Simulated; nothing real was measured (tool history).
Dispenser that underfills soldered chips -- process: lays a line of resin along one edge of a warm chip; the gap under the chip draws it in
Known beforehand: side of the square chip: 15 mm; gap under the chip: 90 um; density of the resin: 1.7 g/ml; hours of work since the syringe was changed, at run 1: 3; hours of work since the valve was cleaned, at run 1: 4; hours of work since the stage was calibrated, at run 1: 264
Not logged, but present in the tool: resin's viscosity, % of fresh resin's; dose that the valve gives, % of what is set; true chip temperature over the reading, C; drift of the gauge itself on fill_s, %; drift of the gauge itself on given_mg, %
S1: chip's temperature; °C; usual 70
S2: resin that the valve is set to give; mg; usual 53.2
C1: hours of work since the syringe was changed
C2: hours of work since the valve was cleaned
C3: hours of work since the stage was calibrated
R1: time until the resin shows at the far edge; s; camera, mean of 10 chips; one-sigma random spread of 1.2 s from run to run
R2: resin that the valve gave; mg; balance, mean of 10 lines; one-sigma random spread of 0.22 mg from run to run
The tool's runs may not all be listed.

run	hour	S1	S2	C1	C2	C3	R1	R2
1	0	70	53.2	3	4	264	136.9	52.59
# hour 8.1: new syringe of resin
2	8.9	70	53.8	1	10	270	114.7	52.99
# hour 20.1: new syringe of resin
3	24.6	70	53.2	3	21	280	139.6	52.51
# hour 32: new syringe of resin
4	37.2	70	53.2	4	29	289	146.9	52.11
# hour 43.8: new syringe of resin
5	48.5	70	53.2	3	37	296	142	51.07
# hour 55.4: new syringe of resin
6	63.5	70	53.2	6	47	306	173.7	50.73
# hour 66.9: new syringe of resin
# hour 67.9: dispensing valve cleaned and set on the balance
7	77.3	70	53.2	6	6	315	177.2	52.87
# hour 79.1: new syringe of resin
# hour 90.2: new syringe of resin
8	91.5	70	53.2	1	16	324	120.3	52.91
9	99.1	68	53.2	6	21	329	193.9	51.97
# hour 101.9: new syringe of resin
10	110.3	70	53.9	6	28	337	172.8	52.39
# hour 113.3: new syringe of resin
# hour 124.9: new syringe of resin
11	125.2	70	53.9	0	38	346	109	52.2
# hour 136.1: new syringe of resin
12	136.1	70	53.9	0	45	354	107.9	51.88
# hour 141.9: dispensing valve cleaned and set on the balance
# hour 148.5: new syringe of resin
13	148.5	70	53.9	0	4	361	108.9	53.63
# hour 159.7: new syringe of resin
14	164.5	70	53.9	3	15	372	141.5	53.21
# hour 170.9: new syringe of resin
15	177.7	64	52	5	24	381	200	51.21
# hour 183: new syringe of resin
16	187.6	65	57.9	3	30	387	166.2	56.18
# hour 194.8: new syringe of resin
17	196.3	80	63.5	1	36	393	79.6	61.54
# hour 206.4: new syringe of resin
18	207.9	80	64.4	1	44	401	81.2	61.94
# hour 215.4: dispensing valve cleaned and set on the balance
# hour 218.7: new syringe of resin
19	223.6	67	53.2	3	5	411	154.4	52.72
# hour 230: new syringe of resin
20	232.6	75	47	2	11	417	102.9	46.58
# hour 241.9: new syringe of resin
21	247	80	45.4	3	21	426	98.5	44.54
# hour 253.9: new syringe of resin
22	255.6	70	55	1	27	432	116.5	53.84
23	262.5	74	58.6	6	31	437	145.7	56.87
# hour 265.3: new syringe of resin
24	271.7	74	58.6	4	37	443	128.2	56.53
# hour 276.7: new syringe of resin
25	284.2	74	58.6	5	46	451	134.6	56.25
# hour 287.9: new syringe of resin
# hour 289.9: dispensing valve cleaned and set on the balance
26	297.4	69	55.3	6	5	459	170.8	54.74
# hour 300.6: new syringe of resin
27	305	69	55.3	3	10	464	135.4	54.79
# hour 312.7: new syringe of resin
28	316.2	56	67.2	2	18	472	220.9	66.47

Below are 5 alternative next runs, each starting from the tool's condition after run 28. Predict each:
# hour 324.9: new syringe of resin
A	326.1	56	48.1	1	24	478	?	?
# hour 324.9: new syringe of resin
B	326.1	75	67.2	1	24	478	?	?
# hour 324.9: new syringe of resin
C	326.1	57	62.7	1	24	478	?	?
# hour 324.9: new syringe of resin
D	326.1	66	67.2	1	24	478	?	?
# hour 324.9: new syringe of resin
E	326.1	82	67.2	1	24	478	?	?

run	R1	R2
A	201.6	46.7
B	91.4	66.23
C	187.7	61.26
D	128.8	65.79
E	71.8	65.62
Had the tool no hidden state, the same runs would have come out as:
run	R1	R2
A	208.6	47.63
B	93.9	67.54
C	194.8	62.47
D	133.1	67.09
E	73.6	66.91

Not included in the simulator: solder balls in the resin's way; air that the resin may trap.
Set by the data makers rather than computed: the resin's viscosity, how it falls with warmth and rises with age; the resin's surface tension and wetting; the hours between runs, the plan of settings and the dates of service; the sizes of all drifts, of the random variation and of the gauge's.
